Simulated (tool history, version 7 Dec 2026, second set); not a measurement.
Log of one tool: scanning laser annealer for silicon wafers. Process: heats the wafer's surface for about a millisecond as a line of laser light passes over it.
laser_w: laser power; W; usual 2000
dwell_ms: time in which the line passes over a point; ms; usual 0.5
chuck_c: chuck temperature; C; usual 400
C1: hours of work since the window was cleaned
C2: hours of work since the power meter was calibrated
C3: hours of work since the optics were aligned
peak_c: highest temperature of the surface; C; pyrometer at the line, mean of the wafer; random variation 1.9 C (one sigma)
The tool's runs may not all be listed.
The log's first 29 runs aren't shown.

Run 30, day 64.158: usual settings but laser_w 2110 W, dwell_ms 0.501 ms, chuck_c 434 C; C1 68; C2 1511; C3 1042. Result: peak_c 1232 C.
Run 31, day 65.654: usual settings but laser_w 2110 W, dwell_ms 0.501 ms, chuck_c 434 C; C1 84; C2 1526; C3 1057. Result: peak_c 1230 C.
Run 32, day 67.233: usual settings but laser_w 2110 W, dwell_ms 0.501 ms, chuck_c 434 C; C1 100; C2 1543; C3 1074. Result: peak_c 1225 C.
Run 33, day 68.417: usual settings but dwell_ms 0.543 ms, chuck_c 407 C; C1 112; C2 1555; C3 1086. Result: peak_c 1187 C.
Run 34, day 71.062: usual settings but laser_w 2097 W, dwell_ms 0.583 ms; C1 140; C2 1583; C3 1114. Result: peak_c 1253 C.
Run 35, day 73.062: usual settings but laser_w 2099 W, dwell_ms 0.411 ms, chuck_c 426 C; C1 161; C2 1604; C3 1135. Result: peak_c 1126 C.
Run 36, day 75.646: usual settings but laser_w 2099 W, dwell_ms 0.411 ms, chuck_c 426 C; C1 188; C2 1631; C3 1162. Result: peak_c 1125 C.
Run 37, day 77.279: usual settings but laser_w 2099 W, dwell_ms 0.411 ms, chuck_c 426 C; C1 205; C2 1648; C3 1179. Result: peak_c 1120 C.
Run 38, day 80.071: usual settings but laser_w 2012 W, dwell_ms 0.54 ms, chuck_c 426 C; C1 234; C2 1677; C3 1208. Result: peak_c 1191 C.
Run 39, day 82.821: usual settings but laser_w 2012 W, dwell_ms 0.54 ms, chuck_c 426 C; C1 263; C2 1706; C3 1237. Result: peak_c 1190 C.
Run 40, day 84.6: usual settings but laser_w 2012 W, dwell_ms 0.54 ms, chuck_c 426 C; C1 281; C2 1724; C3 1255. Result: peak_c 1185 C.
Run 41, day 85.908: usual settings but laser_w 2012 W, dwell_ms 0.54 ms, chuck_c 426 C; C1 295; C2 1738; C3 1269. Result: peak_c 1189 C.

3 ways to go on from here, each from the tool as it stands after run 41. What would each give?
Run A, day 87.971: usual settings but laser_w 2179 W; C1 317; C2 1759; C3 1290. Result: peak_c ?.
Run B, day 87.971: usual settings but laser_w 1942 W, chuck_c 376 C; C1 317; C2 1759; C3 1290. Result: peak_c ?.
Run C, day 87.971: usual settings but laser_w 2012 W, dwell_ms 0.456 ms, chuck_c 426 C; C1 317; C2 1759; C3 1290. Result: peak_c ?.

run  peak_c
  A    1191
  B    1073
  C    1115
Without the tool's hidden state the same runs would have given:
run  peak_c
  A    1236
  B    1112
  C    1154
